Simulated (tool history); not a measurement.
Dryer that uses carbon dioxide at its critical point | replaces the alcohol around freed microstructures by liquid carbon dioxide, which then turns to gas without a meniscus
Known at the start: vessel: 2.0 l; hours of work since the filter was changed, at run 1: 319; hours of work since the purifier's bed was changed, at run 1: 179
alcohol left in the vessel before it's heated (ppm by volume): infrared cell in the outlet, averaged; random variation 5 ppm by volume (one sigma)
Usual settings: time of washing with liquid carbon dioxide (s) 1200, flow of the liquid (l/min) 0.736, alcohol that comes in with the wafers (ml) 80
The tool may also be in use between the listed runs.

run	hour	time of washing with liquid carbon dioxide (s)	flow of the liquid (l/min)	alcohol that comes in with the wafers (ml)	hours of work since the filter was changed	hours of work since the purifier's bed was changed	alcohol left in the vessel before it's heated (ppm by volume)
1	0	1200	0.736	80	319	179	138
2	12.1	1200	0.736	80	327	187	141
3	25	1200	0.736	80	336	196	135
4	38.1	1200	0.736	80	345	205	144
5	52.3	1200	0.736	80	355	215	158
6	60.1	1440	0.736	34	360	220	84

Run 7 comes next. What will it give?
7	72.2	1440	0.736	34	369	228	?

Run 7 gave alcohol left in the vessel before it's heated (ppm by volume) 75.
Without the tool's hidden state the same run would have given alcohol left in the vessel before it's heated (ppm by volume) 0.
